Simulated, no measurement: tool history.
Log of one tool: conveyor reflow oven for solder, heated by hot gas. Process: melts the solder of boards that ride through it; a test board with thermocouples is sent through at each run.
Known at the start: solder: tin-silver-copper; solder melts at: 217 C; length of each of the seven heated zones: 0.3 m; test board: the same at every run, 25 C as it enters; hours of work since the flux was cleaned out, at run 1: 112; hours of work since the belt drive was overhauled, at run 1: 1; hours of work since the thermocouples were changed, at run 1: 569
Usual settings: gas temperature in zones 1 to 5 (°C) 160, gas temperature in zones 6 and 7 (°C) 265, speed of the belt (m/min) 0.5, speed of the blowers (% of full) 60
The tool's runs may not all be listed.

run  hour  gas temperature in zones 1 to 5 (°C)  gas temperature in zones 6 and 7 (°C)  speed of the belt (m/min)  speed of the blowers (% of full)  hours of work since the flux was cleaned out  hours of work since the belt drive was overhauled  hours of work since the thermocouples were changed  highest temperature of the board (°C)  time above the solder's melting point (s)
  1     0                                   160                                    265                        0.5                                60                                           112                                                  1                                                 569                                  242.2                                       40.2
  2   6.2                                   160                                    280                        0.5                                60                                           115                                                  5                                                 572                                  254.4                                       50.7
  3    12                                   160                                    265                        0.5                                60                                           118                                                  8                                                 575                                  242.1                                       40.5
  4    20                                   146                                    265                        0.5                                60                                           122                                                 12                                                 580                                  239.2                                       33.5
  5  28.2                                   146                                    265                        0.5                                60                                           127                                                 16                                                 584                                  238.5                                       33.5
  6  36.3                                   167                                    265                      0.441                                83                                           131                                                 20                                                 588                                  253.6                                       61.9
     40.7  -- belt drive overhauled, speed set with a stopwatch
  7    45                                   150                                    265                      0.441                                81                                           133                                                  2                                                 591                                  251.4                                       54.2
  8  53.8                                   150                                    265                       0.58                                81                                           138                                                  7                                                 595                                  241.8                                       32.5
  9  62.8                                   150                                    265                       0.58                                81                                           143                                                 12                                                 600                                  241.6                                       32.3
 10  68.7                                   160                                    258                      0.413                                73                                           146                                                 15                                                 603                                  245.7                                       57.1

Some steps in highest temperature of the board (°C) between neighbouring runs. How much of each would the tool show without its hidden state too (settings, what came in, random variation), and how much is left for the hidden state, with any gauge scatter that isn't in both results?
The hidden state here: heat that the gas passes to the board, % of a clean oven's; belt's true speed, % of the reading; true gas temperature in zones 6 and 7 over the reading, C; drift of the gauge itself on peak_c, C; drift of the gauge itself on liquid_s, %.
Run 5 -> 6: gas temperature in zones 1 to 5 (°C) 146 -> 167, speed of the belt (m/min) 0.5 -> 0.441, speed of the blowers (% of full) 60 -> 83. highest temperature of the board (°C) +15.1: hidden state +0.2, all else +14.9.
Run 9 -> 10: gas temperature in zones 1 to 5 (°C) 150 -> 160, gas temperature in zones 6 and 7 (°C) 265 -> 258, speed of the belt (m/min) 0.58 -> 0.413, speed of the blowers (% of full) 81 -> 73. highest temperature of the board (°C) +4.1: hidden state +0.9, all else +3.2.

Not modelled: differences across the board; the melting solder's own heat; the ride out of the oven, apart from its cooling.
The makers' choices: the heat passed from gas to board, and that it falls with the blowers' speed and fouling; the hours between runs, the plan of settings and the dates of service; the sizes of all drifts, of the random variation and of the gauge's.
